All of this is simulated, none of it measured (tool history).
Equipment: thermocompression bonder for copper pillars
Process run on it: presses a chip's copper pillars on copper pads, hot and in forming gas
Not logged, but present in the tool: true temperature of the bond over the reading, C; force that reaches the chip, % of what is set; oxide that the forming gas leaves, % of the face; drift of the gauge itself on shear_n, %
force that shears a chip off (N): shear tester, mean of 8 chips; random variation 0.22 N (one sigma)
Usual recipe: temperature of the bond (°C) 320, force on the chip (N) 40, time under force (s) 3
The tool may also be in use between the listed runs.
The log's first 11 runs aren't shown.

| run | hour | temperature of the bond (°C) | force on the chip (N) | time under force (s) | hours of work since the heater was calibrated | hours of work since the force cell was calibrated | hours of work since the gas filter was changed | force that shears a chip off (N) |
|---|---|---|---|---|---|---|---|---|
| 12 | 110.1 | 320 | 27 | 3 | 181 | 255 | 440 | 46.7 |
| 13 | 118.4 | 320 | 31 | 3 | 188 | 262 | 447 | 49.8 |
| 14 | 127.2 | 320 | 42 | 3 | 194 | 269 | 454 | 57.8 |
| 15 | 134.2 | 320 | 40 | 2 | 200 | 274 | 459 | 48.4 |
| 16 | 147.2 | 320 | 40 | 2 | 210 | 284 | 469 | 48.3 |
| 17 | 155.5 | 320 | 40 | 2 | 217 | 291 | 476 | 48.0 |
|  | 162.6 | forming gas filter changed |
| 18 | 170.5 | 320 | 40 | 2 | 228 | 302 | 6 | 50.9 |
| 19 | 178.0 | 313 | 51 | 2 | 234 | 308 | 12 | 52.3 |
| 20 | 183.9 | 328 | 35 | 2 | 238 | 313 | 17 | 52.6 |
| 21 | 194.3 | 320 | 26 | 2 | 246 | 321 | 25 | 41.2 |
| 22 | 201.2 | 324 | 40 | 3 | 252 | 326 | 30 | 62.0 |
| 23 | 214.0 | 324 | 40 | 3 | 262 | 336 | 40 | 61.7 |
| 24 | 226.3 | 324 | 27 | 3 | 271 | 346 | 50 | 51.7 |
| 25 | 233.8 | 331 | 39 | 5 | 277 | 352 | 56 | 78.2 |
| 26 | 245.0 | 334 | 39 | 2 | 286 | 360 | 64 | 59.2 |
| 27 | 254.4 | 320 | 55 | 3 | 293 | 368 | 72 | 67.8 |
| 28 | 265.0 | 320 | 40 | 2 | 302 | 376 | 80 | 50.7 |
| 29 | 275.3 | 314 | 42 | 7 | 310 | 384 | 88 | 74.6 |
| 30 | 286.9 | 316 | 35 | 7 | 319 | 393 | 97 | 71.3 |
| 31 | 296.4 | 316 | 35 | 7 | 326 | 400 | 104 | 70.8 |
| 32 | 303.1 | 316 | 35 | 3 | 331 | 406 | 110 | 53.1 |
| 33 | 317.8 | 316 | 35 | 3 | 343 | 417 | 121 | 52.5 |
| 34 | 324.6 | 316 | 56 | 3 | 348 | 422 | 126 | 65.6 |
| 35 | 333.1 | 316 | 56 | 3 | 355 | 429 | 133 | 65.3 |

Branching from run 35: 4 alternative next runs. What would each branch give?
| A | 341.5 | 295 | 29 | 3 | 361 | 436 | 140 | ? |
| B | 341.5 | 316 | 43 | 5 | 361 | 436 | 140 | ? |
| C | 341.5 | 305 | 40 | 3 | 361 | 436 | 140 | ? |
| D | 341.5 | 348 | 54 | 6 | 361 | 436 | 140 | ? |

| run | force that shears a chip off (N) |
|---|---|
| A | 36.1 |
| B | 69.1 |
| C | 48.6 |
| D | 102.1 |
Had the tool no hidden state, the same runs would have come out as:
| run | force that shears a chip off (N) |
|---|---|
| A | 34.2 |
| B | 66.6 |
| C | 46.4 |
| D | 100.9 |

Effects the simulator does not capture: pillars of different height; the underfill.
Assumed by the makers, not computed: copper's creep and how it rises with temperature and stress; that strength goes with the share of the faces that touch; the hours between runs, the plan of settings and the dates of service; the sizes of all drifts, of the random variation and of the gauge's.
